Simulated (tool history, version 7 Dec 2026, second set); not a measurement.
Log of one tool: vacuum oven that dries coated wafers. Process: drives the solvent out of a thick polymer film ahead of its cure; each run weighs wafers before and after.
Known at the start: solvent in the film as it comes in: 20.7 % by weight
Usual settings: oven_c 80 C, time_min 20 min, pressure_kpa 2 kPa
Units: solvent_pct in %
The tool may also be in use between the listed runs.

run     day  oven_c  time_min  pressure_kpa  solvent_pct
  1       0      80        20             2         3.16
  2   1.158      80        20             2         3.21
  3   2.404      80        20             2         3.15
  4   4.033      80        20             2          3.2
  5   4.788      80        20             2          3.2
  6   6.038      80        20             2         3.22
      6.258  -- oven's thermocouples calibrated
  7   7.292      80        20          4.77         4.95
  8    8.05      80        20          5.19         5.21
  9   9.408      67        20          3.01         7.41
 10  10.862      67        15          3.42         9.18
 11  12.304      67        15          3.42         9.11

Forecast each of these 5 alternatives for the next run:
  A  13.554      80        29          4.17            ?
  B  13.554      93        25          5.73            ?
  C  13.554      94        15          4.14            ?
  D  13.554      67        27          3.42            ?
  E  13.554      80        20          1.54            ?

run  solvent_pct
  A         3.55
  B         2.73
  C         2.55
  D         6.48
  E         2.55
Without the tool's hidden state the same runs would have given:
run  solvent_pct
  A         4.12
  B         3.07
  C         3.04
  D         7.52
  E         3.13
